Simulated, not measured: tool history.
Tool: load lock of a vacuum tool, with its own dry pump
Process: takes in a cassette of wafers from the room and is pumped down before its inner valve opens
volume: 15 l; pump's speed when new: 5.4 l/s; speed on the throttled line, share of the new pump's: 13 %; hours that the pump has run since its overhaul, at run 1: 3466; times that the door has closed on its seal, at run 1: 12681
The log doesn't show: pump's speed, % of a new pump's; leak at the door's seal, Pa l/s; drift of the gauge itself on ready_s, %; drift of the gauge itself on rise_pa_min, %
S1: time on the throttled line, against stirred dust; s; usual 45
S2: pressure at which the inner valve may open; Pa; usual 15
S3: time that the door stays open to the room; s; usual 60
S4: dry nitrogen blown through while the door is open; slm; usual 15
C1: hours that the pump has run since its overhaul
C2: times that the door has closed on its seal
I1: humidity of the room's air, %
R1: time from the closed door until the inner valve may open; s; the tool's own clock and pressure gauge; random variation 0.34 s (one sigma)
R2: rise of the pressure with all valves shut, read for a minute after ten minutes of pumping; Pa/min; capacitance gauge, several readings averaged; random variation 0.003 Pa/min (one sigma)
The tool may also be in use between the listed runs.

{"run": 1, "hour": 0.0, "S1": 45, "S2": 15, "S3": 60, "S4": 15, "C1": 3466, "C2": 12681, "I1": 46.1, "R1": 64.5, "R2": 0.064}
{"run": 2, "hour": 254.1, "S1": 36, "S2": 15, "S3": 60, "S4": 15, "C1": 3721, "C2": 13611, "I1": 46.2, "R1": 57.5, "R2": 0.064}
{"run": 3, "hour": 507.7, "S1": 45, "S2": 15, "S3": 32, "S4": 15, "C1": 3974, "C2": 14538, "I1": 45.6, "R1": 64.2, "R2": 0.052}
{"run": 4, "hour": 712.2, "S1": 45, "S2": 15, "S3": 60, "S4": 5, "C1": 4179, "C2": 15287, "I1": 42.5, "R1": 64.8, "R2": 0.081}
{"run": 5, "hour": 954.2, "S1": 45, "S2": 15, "S3": 60, "S4": 9, "C1": 4421, "C2": 16172, "I1": 43.5, "R1": 64.7, "R2": 0.075}
{"run": 6, "hour": 1074.8, "S1": 45, "S2": 15, "S3": 60, "S4": 9, "C1": 4541, "C2": 16613, "I1": 44.6, "R1": 65.5, "R2": 0.076}
{"run": 7, "hour": 1259.1, "S1": 45, "S2": 15, "S3": 60, "S4": 9, "C1": 4726, "C2": 17287, "I1": 45.9, "R1": 65.2, "R2": 0.083}
{"run": 8, "hour": 1430.3, "S1": 45, "S2": 15, "S3": 60, "S4": 15, "C1": 4897, "C2": 17913, "I1": 44.3, "R1": 64.9, "R2": 0.078}
{"run": 9, "hour": 1615.0, "S1": 45, "S2": 15, "S3": 60, "S4": 15, "C1": 5082, "C2": 18589, "I1": 47.0, "R1": 65.4, "R2": 0.081}
{"run": 10, "hour": 1849.0, "S1": 72, "S2": 15, "S3": 60, "S4": 15, "C1": 5315, "C2": 19445, "I1": 45.3, "R1": 89.0, "R2": 0.083}
{"run": 11, "hour": 1987.3, "S1": 72, "S2": 15, "S3": 60, "S4": 15, "C1": 5454, "C2": 19951, "I1": 44.2, "R1": 89.3, "R2": 0.083}
{"run": 12, "hour": 2116.2, "S1": 72, "S2": 15, "S3": 60, "S4": 15, "C1": 5583, "C2": 20422, "I1": 48.3, "R1": 87.8, "R2": 0.086}
{"run": 13, "hour": 2283.7, "S1": 41, "S2": 15, "S3": 60, "S4": 15, "C1": 5750, "C2": 21035, "I1": 46.8, "R1": 62.1, "R2": 0.09}
{"run": 14, "hour": 2528.7, "S1": 41, "S2": 15, "S3": 60, "S4": 15, "C1": 5995, "C2": 21931, "I1": 43.1, "R1": 61.5, "R2": 0.091}
{"run": 15, "hour": 2799.1, "S1": 41, "S2": 15, "S3": 60, "S4": 15, "C1": 6266, "C2": 22921, "I1": 47.3, "R1": 62.7, "R2": 0.1}
{"run": 16, "hour": 2941.5, "S1": 45, "S2": 15, "S3": 60, "S4": 15, "C1": 6408, "C2": 23441, "I1": 45.4, "R1": 65.2, "R2": 0.101}
{"run": 17, "hour": 3230.5, "S1": 45, "S2": 15, "S3": 60, "S4": 15, "C1": 6697, "C2": 24499, "I1": 45.8, "R1": 66.1, "R2": 0.105}
{"run": 18, "hour": 3372.4, "S1": 45, "S2": 15, "S3": 164, "S4": 15, "C1": 6839, "C2": 25018, "I1": 44.4, "R1": 65.6, "R2": 0.122}
{"run": 19, "hour": 3569.0, "S1": 86, "S2": 15, "S3": 60, "S4": 16, "C1": 7036, "C2": 25737, "I1": 46.1, "R1": 101.1, "R2": 0.103}
{"run": 20, "hour": 3779.5, "S1": 86, "S2": 15, "S3": 60, "S4": 16, "C1": 7246, "C2": 26507, "I1": 44.3, "R1": 100.6, "R2": 0.106}
{"run": 21, "hour": 4050.6, "S1": 86, "S2": 15, "S3": 60, "S4": 16, "C1": 7517, "C2": 27499, "I1": 45.7, "R1": 101.3, "R2": 0.112}
{"run": 22, "hour": 4301.8, "S1": 86, "S2": 15, "S3": 60, "S4": 16, "C1": 7768, "C2": 28418, "I1": 41.5, "R1": 101.3, "R2": 0.108}
{"run": 23, "hour": 4508.7, "S1": 86, "S2": 15, "S3": 60, "S4": 16, "C1": 7975, "C2": 29175, "I1": 43.8, "R1": 100.4, "R2": 0.116}
{"run": 24, "hour": 4799.3, "S1": 86, "S2": 15, "S3": 60, "S4": 16, "C1": 8266, "C2": 30238, "I1": 47.2, "R1": 100.8, "R2": 0.126}
{"run": 25, "hour": 4998.1, "S1": 86, "S2": 15, "S3": 60, "S4": 16, "C1": 8465, "C2": 30965, "I1": 45.4, "R1": 101.2, "R2": 0.127}
{"run": 26, "hour": 5187.4, "S1": 27, "S2": 28, "S3": 192, "S4": 18, "C1": 8654, "C2": 31657, "I1": 44.1, "R1": 48.5, "R2": 0.152}
{"run": 27, "hour": 5446.3, "S1": 62, "S2": 15, "S3": 64, "S4": 15, "C1": 8913, "C2": 32604, "I1": 41.8, "R1": 80.9, "R2": 0.138}
{"run": 28, "hour": 5653.4, "S1": 74, "S2": 23, "S3": 57, "S4": 5, "C1": 9120, "C2": 33362, "I1": 43.2, "R1": 89.7, "R2": 0.147}

Forecast run 29:
{"run": 29, "hour": 5775.2, "S1": 74, "S2": 23, "S3": 57, "S4": 5, "C1": 9242, "C2": 33808, "I1": 44.1, "R1": "?", "R2": "?"}

Run 29 gave R1 89.2 s, R2 0.151 Pa/min.
Without the tool's hidden state the same run would have given R1 87.4 s, R2 0.047 Pa/min.
